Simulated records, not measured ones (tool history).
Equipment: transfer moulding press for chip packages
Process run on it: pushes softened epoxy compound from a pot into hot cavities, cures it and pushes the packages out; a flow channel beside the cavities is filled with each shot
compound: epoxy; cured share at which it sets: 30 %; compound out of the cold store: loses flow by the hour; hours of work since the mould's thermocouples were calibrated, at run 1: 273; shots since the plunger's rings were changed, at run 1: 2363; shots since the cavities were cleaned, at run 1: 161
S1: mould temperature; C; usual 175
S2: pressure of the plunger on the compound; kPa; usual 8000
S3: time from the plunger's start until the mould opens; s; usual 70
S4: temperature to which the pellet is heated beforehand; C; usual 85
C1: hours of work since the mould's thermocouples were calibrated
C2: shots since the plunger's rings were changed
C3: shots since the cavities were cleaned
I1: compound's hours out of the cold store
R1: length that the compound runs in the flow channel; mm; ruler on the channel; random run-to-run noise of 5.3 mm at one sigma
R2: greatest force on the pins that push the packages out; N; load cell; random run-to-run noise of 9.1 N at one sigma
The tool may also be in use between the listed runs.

Run 1, hour 0: usual settings; C1 273; C2 2363; C3 161; I1 20.5. Result: R1 604 mm, R2 574 N.
Run 2, hour 18.7: usual settings; C1 282; C2 2594; C3 392; I1 27. Result: R1 587 mm, R2 693 N.
At hour 39.7: cavities cleaned with cleaning compound and waxed.
Run 3, hour 44.6: usual settings; C1 295; C2 2896; C3 60; I1 37.7. Result: R1 566 mm, R2 847 N.
Run 4, hour 81.5: usual settings but S4 86 C; C1 314; C2 3353; C3 517; I1 31.5. Result: R1 578 mm, R2 906 N.
At hour 92.1: cavities cleaned with cleaning compound and waxed.
Run 5, hour 112.5: usual settings but S4 86 C; C1 329; C2 3718; C3 252; I1 45.9. Result: R1 541 mm, R2 581 N.
Run 6, hour 134.2: usual settings but S1 174 C; C1 340; C2 3987; C3 521; I1 37.7. Result: R1 558 mm, R2 766 N.
At hour 146.5: cavities cleaned with cleaning compound and waxed.
Run 7, hour 152.2: usual settings but S1 174 C; C1 348; C2 4191; C3 70; I1 35.2. Result: R1 567 mm, R2 522 N.
Run 8, hour 168.2: usual settings but S1 174 C; C1 356; C2 4388; C3 267; I1 37.5. Result: R1 552 mm, R2 656 N.
At hour 177.3: plunger's sealing rings changed.
At hour 203.3: cavities cleaned with cleaning compound and waxed.
Run 9, hour 208.1: usual settings; C1 374; C2 363; C3 59; I1 16.9. Result: R1 643 mm, R2 503 N.
At hour 221.8: cavities cleaned with cleaning compound and waxed, once more.
Run 10, hour 247.9: usual settings but S2 7010 kPa; C1 394; C2 838; C3 323; I1 38.2. Result: R1 545 mm, R2 622 N.
At hour 276.4: cavities cleaned with cleaning compound and waxed.
Run 11, hour 285: usual settings but S2 7010 kPa; C1 412; C2 1278; C3 106; I1 14.6. Result: R1 599 mm, R2 575 N.
Run 12, hour 315: usual settings; C1 427; C2 1649; C3 477; I1 27.2. Result: R1 604 mm, R2 737 N.
At hour 330.5: cavities cleaned with cleaning compound and waxed.
Run 13, hour 346.3: usual settings but S4 83 C; C1 443; C2 2017; C3 195; I1 37. Result: R1 581 mm, R2 581 N.
Run 14, hour 375.7: usual settings but S4 91 C; C1 457; C2 2381; C3 559; I1 15.6. Result: R1 622 mm, R2 764 N.
At hour 384.2: cavities cleaned with cleaning compound and waxed.
Run 15, hour 400.2: usual settings but S3 53 s; C1 469; C2 2666; C3 198; I1 34.6. Result: R1 574 mm, R2 1014 N.

Run 16 comes next. What will it give?
Run 16, hour 434.6: usual settings but S2 8190 kPa, S4 90 C; C1 487; C2 3092; C3 624; I1 12.8. Result: R1 ?, R2 ?.

{"run 16": {"R1": 622, "R2": 802}}
Without the tool's hidden state the same run would have given R1 651 mm, R2 414 N.
